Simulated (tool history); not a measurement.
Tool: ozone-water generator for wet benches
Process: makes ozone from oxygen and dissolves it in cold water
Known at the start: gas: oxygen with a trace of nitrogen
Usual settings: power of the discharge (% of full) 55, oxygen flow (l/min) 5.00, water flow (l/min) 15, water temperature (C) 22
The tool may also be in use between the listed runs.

| run | hour | power of the discharge (% of full) | oxygen flow (l/min) | water flow (l/min) | water temperature (C) | dissolved ozone (ppm) | ozone in the gas ahead of the water (g/m3) |
|---|---|---|---|---|---|---|---|
| 1 | 0.0 | 55 | 5.00 | 15 | 22 | 25.6 | 227.3 |
| 2 | 179.7 | 55 | 5.00 | 15 | 22 | 25.7 | 226.8 |
| 3 | 354.3 | 55 | 5.00 | 15 | 22 | 25.7 | 226.0 |
| 4 | 480.7 | 55 | 5.00 | 12 | 22 | 29.9 | 227.6 |
| 5 | 631.6 | 55 | 5.00 | 12 | 22 | 29.8 | 227.2 |
| 6 | 751.3 | 55 | 5.00 | 12 | 22 | 29.5 | 225.0 |
| 7 | 892.3 | 55 | 5.00 | 12 | 22 | 29.2 | 225.0 |
|  | 906.9 | water thermometer calibrated |
| 8 | 997.8 | 55 | 5.00 | 21 | 22 | 19.5 | 225.6 |
| 9 | 1092.5 | 55 | 5.00 | 21 | 22 | 19.4 | 224.6 |
| 10 | 1226.4 | 55 | 5.00 | 21 | 22 | 19.6 | 226.1 |
|  | 1323.0 | water thermometer calibrated, once more |
| 11 | 1345.0 | 55 | 5.00 | 15 | 22 | 25.3 | 223.6 |
| 12 | 1451.7 | 47 | 3.45 | 21 | 22 | 16.3 | 233.6 |
| 13 | 1616.0 | 47 | 3.45 | 21 | 22 | 16.3 | 232.6 |
| 14 | 1726.7 | 55 | 3.11 | 10 | 22 | 31.4 | 264.6 |
|  | 1825.3 | contactor cleaned |
| 15 | 1865.3 | 41 | 6.15 | 15 | 22 | 22.7 | 174.4 |
| 16 | 1986.7 | 98 | 7.30 | 19 | 25 | 30.2 | 272.8 |
| 17 | 2067.2 | 88 | 7.30 | 19 | 14 | 34.4 | 253.2 |
| 18 | 2249.7 | 83 | 2.98 | 20 | 23 | 23.0 | 336.2 |
| 19 | 2379.4 | 82 | 2.98 | 20 | 28 | 21.5 | 332.4 |
| 20 | 2490.6 | 41 | 2.98 | 13 | 28 | 20.4 | 225.8 |
| 21 | 2684.5 | 41 | 2.98 | 13 | 28 | 20.2 | 224.2 |

5 ways to go on from here, each from the tool as it stands after run 21. What would each give?
| A | 2856.4 | 78 | 5.00 | 10 | 22 | ? | ? |
| B | 2856.4 | 55 | 5.00 | 15 | 22 | ? | ? |
| C | 2856.4 | 41 | 2.98 | 13 | 23 | ? | ? |
| D | 2856.4 | 41 | 2.98 | 21 | 24 | ? | ? |
| E | 2856.4 | 55 | 5.46 | 15 | 21 | ? | ? |

| run | dissolved ozone (ppm) | ozone in the gas ahead of the water (g/m3) |
|---|---|---|
| A | 40.4 | 268.1 |
| B | 25.3 | 219.6 |
| C | 21.9 | 225.5 |
| D | 14.4 | 223.7 |
| E | 25.9 | 215.0 |
Without the tool's hidden state the same runs would have given:
| run | dissolved ozone (ppm) | ozone in the gas ahead of the water (g/m3) |
|---|---|---|
| A | 44.8 | 294.6 |
| B | 27.6 | 237.0 |
| C | 23.5 | 239.6 |
| D | 15.4 | 237.8 |
| E | 28.3 | 232.0 |
